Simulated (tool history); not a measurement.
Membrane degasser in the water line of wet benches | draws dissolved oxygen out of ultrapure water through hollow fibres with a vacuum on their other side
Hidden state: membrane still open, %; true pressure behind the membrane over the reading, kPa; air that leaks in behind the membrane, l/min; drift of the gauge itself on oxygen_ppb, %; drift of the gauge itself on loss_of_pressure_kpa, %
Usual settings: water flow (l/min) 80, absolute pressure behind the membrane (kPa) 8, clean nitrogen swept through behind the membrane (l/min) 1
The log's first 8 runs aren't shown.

run,hour,water flow (l/min),absolute pressure behind the membrane (kPa),clean nitrogen swept through behind the membrane (l/min),hours since the membrane was changed,hours since the vacuum gauge was calibrated,hours since the vacuum lines were made tight,dissolved oxygen in the water behind the degasser (ppb),pressure that the water loses in the fibres (kPa)
9,354.3,80,13.98,1,726,1593,416,1297,48.52
10,394.1,80,13.98,1,766,1633,455,1279.2,48.46
11,453.1,80,13.98,1,825,1692,514,1287,48.77
12,501.9,80,13.98,1,873,1741,563,1283.1,48.44
13,551.1,80,13.98,1,923,1790,612,1296.5,48
14,581.4,80,8,2.4,953,1820,643,332.7,48.34
15,629.6,80,8,2.4,1001,1868,691,334.4,48.17
16,661.6,80,8,2.4,1033,1900,723,332.9,48.1
17,704.1,80,8.25,1,1076,1943,765,653.9,48.34
18,733,77,8.25,1.26,1104,1972,794,547.2,46.53
19,774.5,77,8.25,1.26,1146,2013,836,544.3,46.34
20,824.3,77,8.25,1.26,1196,2063,886,542,45.98
21,873.3,51,8,1.12,1245,2112,935,410.2,30.62
22,934.2,49,15.22,1.76,1306,2173,995,666,29.63
23,983.6,79,8,2.31,1355,2222,1045,339.7,47.72
24,1045.2,76,8,1,1417,2284,1106,599.8,45.51
25,1086.2,60,16.37,2.48,1458,2325,1147,650.5,36.15
26,1135,60,12.68,2.48,1506,2374,1196,475,36.05
27,1182.4,60,12.68,2.48,1554,2421,1244,486.1,36.09
28,1225.4,60,12.68,2.48,1597,2464,1287,476.7,36.5
29,1274.6,71,8,2.38,1646,2513,1336,303.9,42.9
30,1337.7,71,8,2.38,1709,2577,1399,297.7,42.71
31,1390,71,8,2.38,1761,2629,1451,304.2,42.8
32,1419.2,71,8,2.38,1791,2658,1480,302.4,42.78

3 ways to go on from here, each from the tool as it stands after run 32. What would each give?
A,1469,71,11.68,2.46,1840,2708,1530,?,?
B,1469,90,8,2.38,1840,2708,1530,?,?
C,1469,55,8,1.68,1840,2708,1530,?,?

run,dissolved oxygen in the water behind the degasser (ppb),pressure that the water loses in the fibres (kPa)
A,498.1,42.99
B,373.9,54.54
C,318.6,33.12
Without the tool's hidden state the same runs would have given:
run,dissolved oxygen in the water behind the degasser (ppb),pressure that the water loses in the fibres (kPa)
A,498,42.98
B,373.8,54.53
C,318.6,33.11
